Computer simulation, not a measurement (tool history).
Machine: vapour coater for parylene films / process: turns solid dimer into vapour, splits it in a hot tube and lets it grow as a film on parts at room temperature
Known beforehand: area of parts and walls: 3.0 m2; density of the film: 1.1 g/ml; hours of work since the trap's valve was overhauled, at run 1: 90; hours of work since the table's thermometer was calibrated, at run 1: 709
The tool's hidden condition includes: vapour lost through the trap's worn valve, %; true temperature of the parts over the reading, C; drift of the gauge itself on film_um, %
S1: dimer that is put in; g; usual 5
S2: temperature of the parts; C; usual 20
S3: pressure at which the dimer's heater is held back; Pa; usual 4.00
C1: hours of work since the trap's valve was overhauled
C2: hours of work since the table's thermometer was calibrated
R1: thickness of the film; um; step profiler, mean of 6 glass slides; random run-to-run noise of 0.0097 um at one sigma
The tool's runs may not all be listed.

| run | hour | S1 | S2 | S3 | C1 | C2 | R1 |
|---|---|---|---|---|---|---|---|
| 1 | 0.0 | 5 | 20 | 4.00 | 90 | 709 | 0.899 |
| 2 | 62.9 | 5 | 20 | 4.00 | 139 | 758 | 0.858 |
| 3 | 114.3 | 3 | 20 | 4.00 | 179 | 798 | 0.534 |
| 4 | 172.9 | 3 | 20 | 4.00 | 224 | 844 | 0.498 |
| 5 | 228.3 | 3 | 20 | 4.00 | 268 | 887 | 0.496 |
| 6 | 284.8 | 5 | 20 | 4.00 | 312 | 931 | 0.805 |
|  | 323.9 | trap's valve overhauled |
| 7 | 339.2 | 5 | 20 | 4.00 | 12 | 970 | 0.900 |
| 8 | 380.2 | 5 | 20 | 4.00 | 44 | 1002 | 0.877 |
| 9 | 431.9 | 3 | 20 | 4.00 | 84 | 1043 | 0.535 |
| 10 | 489.6 | 5 | 20 | 4.00 | 129 | 1088 | 0.849 |
| 11 | 531.0 | 5 | 20 | 2.23 | 162 | 1120 | 0.960 |
| 12 | 590.4 | 5 | 20 | 3.41 | 208 | 1166 | 0.879 |
| 13 | 647.4 | 5 | 20 | 3.41 | 252 | 1211 | 0.865 |
| 14 | 701.0 | 5 | 20 | 4.00 | 294 | 1253 | 0.827 |
| 15 | 739.1 | 5 | 20 | 4.44 | 324 | 1282 | 0.798 |
|  | 765.9 | trap's valve overhauled |
| 16 | 784.2 | 5 | 20 | 4.44 | 14 | 1314 | 0.837 |
| 17 | 822.9 | 5 | 20 | 4.44 | 44 | 1345 | 0.853 |
| 18 | 867.5 | 5 | 20 | 4.44 | 79 | 1379 | 0.852 |
| 19 | 910.5 | 5 | 20 | 4.44 | 113 | 1413 | 0.839 |
| 20 | 941.1 | 5 | 20 | 4.00 | 137 | 1437 | 0.856 |
| 21 | 971.3 | 7 | 20 | 4.00 | 160 | 1460 | 1.183 |
| 22 | 1032.1 | 5 | 20 | 4.60 | 208 | 1508 | 0.820 |
| 23 | 1072.4 | 5 | 16 | 4.60 | 239 | 1539 | 0.854 |
| 24 | 1104.7 | 8 | 23 | 6.85 | 264 | 1565 | 1.126 |
| 25 | 1168.8 | 5 | 23 | 2.81 | 314 | 1615 | 0.805 |
|  | 1206.6 | trap's valve overhauled |
| 26 | 1229.4 | 5 | 23 | 2.81 | 18 | 1659 | 0.908 |
| 27 | 1293.9 | 8 | 17 | 2.68 | 68 | 1709 | 1.599 |
| 28 | 1340.5 | 5 | 20 | 4.00 | 104 | 1745 | 0.864 |
| 29 | 1380.5 | 5 | 20 | 4.00 | 136 | 1777 | 0.831 |
| 30 | 1445.1 | 5 | 20 | 4.00 | 186 | 1827 | 0.830 |
| 31 | 1487.4 | 5 | 20 | 4.00 | 219 | 1860 | 0.849 |
| 32 | 1518.0 | 5 | 16 | 4.52 | 243 | 1884 | 0.881 |
| 33 | 1556.0 | 5 | 16 | 4.52 | 273 | 1914 | 0.865 |
| 34 | 1588.6 | 2 | 20 | 3.08 | 298 | 1939 | 0.358 |
|  | 1646.0 | trap's valve overhauled |
| 35 | 1648.3 | 2 | 20 | 3.08 | 2 | 1983 | 0.389 |
| 36 | 1706.1 | 2 | 20 | 3.08 | 47 | 2028 | 0.377 |
| 37 | 1739.8 | 2 | 20 | 3.08 | 73 | 2054 | 0.349 |
| 38 | 1791.9 | 7 | 25 | 4.00 | 114 | 2095 | 1.107 |
| 39 | 1828.4 | 8 | 15 | 4.00 | 142 | 2123 | 1.481 |
|  | 1873.3 | table's thermometer calibrated |
| 40 | 1877.4 | 4 | 16 | 4.16 | 180 | 3 | 0.741 |
| 41 | 1924.2 | 8 | 14 | 2.41 | 216 | 40 | 1.664 |
| 42 | 1953.9 | 4 | 18 | 2.03 | 240 | 63 | 0.775 |
| 43 | 1994.1 | 4 | 18 | 2.03 | 271 | 94 | 0.794 |
| 44 | 2050.8 | 5 | 20 | 3.74 | 315 | 139 | 0.835 |
|  | 2087.5 | trap's valve overhauled |
| 45 | 2089.1 | 3 | 26 | 4.00 | 1 | 165 | 0.485 |
| 46 | 2140.2 | 5 | 30 | 3.08 | 41 | 205 | 0.797 |

4 ways to go on from here, each from the tool as it stands after run 46. What would each give?
| A | 2201.2 | 2 | 25 | 2.08 | 89 | 253 | ? |
| B | 2201.2 | 5 | 30 | 3.08 | 89 | 253 | ? |
| C | 2201.2 | 4 | 18 | 11.86 | 89 | 253 | ? |
| D | 2201.2 | 2 | 20 | 2.50 | 89 | 253 | ? |

| run | R1 |
|---|---|
| A | 0.375 |
| B | 0.777 |
| C | 0.601 |
| D | 0.375 |
The same runs, with their run-to-run variation unchanged, on a tool lacking any hidden condition would have given:
| run | R1 |
|---|---|
| A | 0.388 |
| B | 0.805 |
| C | 0.622 |
| D | 0.389 |

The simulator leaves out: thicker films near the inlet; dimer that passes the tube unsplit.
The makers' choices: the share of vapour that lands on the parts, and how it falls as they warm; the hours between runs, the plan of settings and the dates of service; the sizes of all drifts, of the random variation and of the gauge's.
